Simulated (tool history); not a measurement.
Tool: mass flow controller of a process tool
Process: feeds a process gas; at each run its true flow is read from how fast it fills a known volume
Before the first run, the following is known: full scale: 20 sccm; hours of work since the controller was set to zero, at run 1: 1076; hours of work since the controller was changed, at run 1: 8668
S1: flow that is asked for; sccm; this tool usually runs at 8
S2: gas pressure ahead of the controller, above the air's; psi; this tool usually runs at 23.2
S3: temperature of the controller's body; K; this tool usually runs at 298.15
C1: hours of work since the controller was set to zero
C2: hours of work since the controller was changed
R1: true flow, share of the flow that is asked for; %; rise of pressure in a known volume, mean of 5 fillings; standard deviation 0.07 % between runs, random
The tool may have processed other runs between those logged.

run 1 day=0.000 | S1=8 S2=23.2 S3=298.15 | C1=1076 C2=8668 | R1=96.35
run 2 day=22.825 | S1=8 S2=29.3 S3=298.15 | C1=1468 C2=9060 | R1=96.61
run 3 day=43.600 | S1=8 S2=29.3 S3=298.15 | C1=1826 C2=9418 | R1=96.71
run 4 day=54.342 | S1=8 S2=38.0 S3=298.15 | C1=2011 C2=9603 | R1=97.04
run 5 day=64.179 | S1=8 S2=38.0 S3=298.15 | C1=2180 C2=9772 | R1=97.00
run 6 day=77.446 | S1=8 S2=38.0 S3=298.15 | C1=2408 C2=10000 | R1=96.95
run 7 day=100.821 | S1=2 S2=23.2 S3=298.15 | C1=2811 C2=10403 | R1=99.96
run 8 day=111.879 | S1=2 S2=23.2 S3=298.15 | C1=3001 C2=10593 | R1=100.20
-- day=116.012 controller exchanged for a calibrated one
run 9 day=135.675 | S1=8 S2=23.2 S3=298.15 | C1=338 C2=338 | R1=98.98
run 10 day=151.458 | S1=8 S2=23.2 S3=298.15 | C1=610 C2=610 | R1=99.01
run 11 day=163.162 | S1=12 S2=21.2 S3=301.15 | C1=811 C2=811 | R1=99.37
run 12 day=180.662 | S1=2 S2=40.0 S3=298.15 | C1=1112 C2=1112 | R1=100.89
run 13 day=200.838 | S1=2 S2=40.0 S3=298.15 | C1=1459 C2=1459 | R1=101.43
run 14 day=212.504 | S1=17 S2=29.0 S3=296.15 | C1=1660 C2=1660 | R1=99.29
run 15 day=223.304 | S1=17 S2=29.0 S3=296.15 | C1=1846 C2=1846 | R1=99.33
run 16 day=242.667 | S1=4 S2=23.2 S3=298.15 | C1=2179 C2=2179 | R1=99.98
run 17 day=261.608 | S1=5 S2=20.6 S3=298.15 | C1=2505 C2=2505 | R1=99.68
run 18 day=275.383 | S1=5 S2=37.1 S3=304.15 | C1=2742 C2=2742 | R1=100.68
run 19 day=298.033 | S1=7 S2=37.9 S3=298.15 | C1=3132 C2=3132 | R1=99.80

Consider 3 possible next runs. They are alternatives, not a sequence: every one starts from the tool as it was left by run 19. What does each give?
run A day=309.196 | S1=13 S2=22.6 S3=298.15 | C1=3324 C2=3324 | R1=?
run B day=309.196 | S1=7 S2=37.3 S3=294.15 | C1=3324 C2=3324 | R1=?
run C day=309.196 | S1=2 S2=35.2 S3=296.15 | C1=3324 C2=3324 | R1=?

run=A R1=99.08
run=B R1=99.30
run=C R1=103.65
The same runs, with their run-to-run variation unchanged, on a tool lacking any hidden condition would have given:
run=A R1=99.36
run=B R1=98.75
run=C R1=98.61

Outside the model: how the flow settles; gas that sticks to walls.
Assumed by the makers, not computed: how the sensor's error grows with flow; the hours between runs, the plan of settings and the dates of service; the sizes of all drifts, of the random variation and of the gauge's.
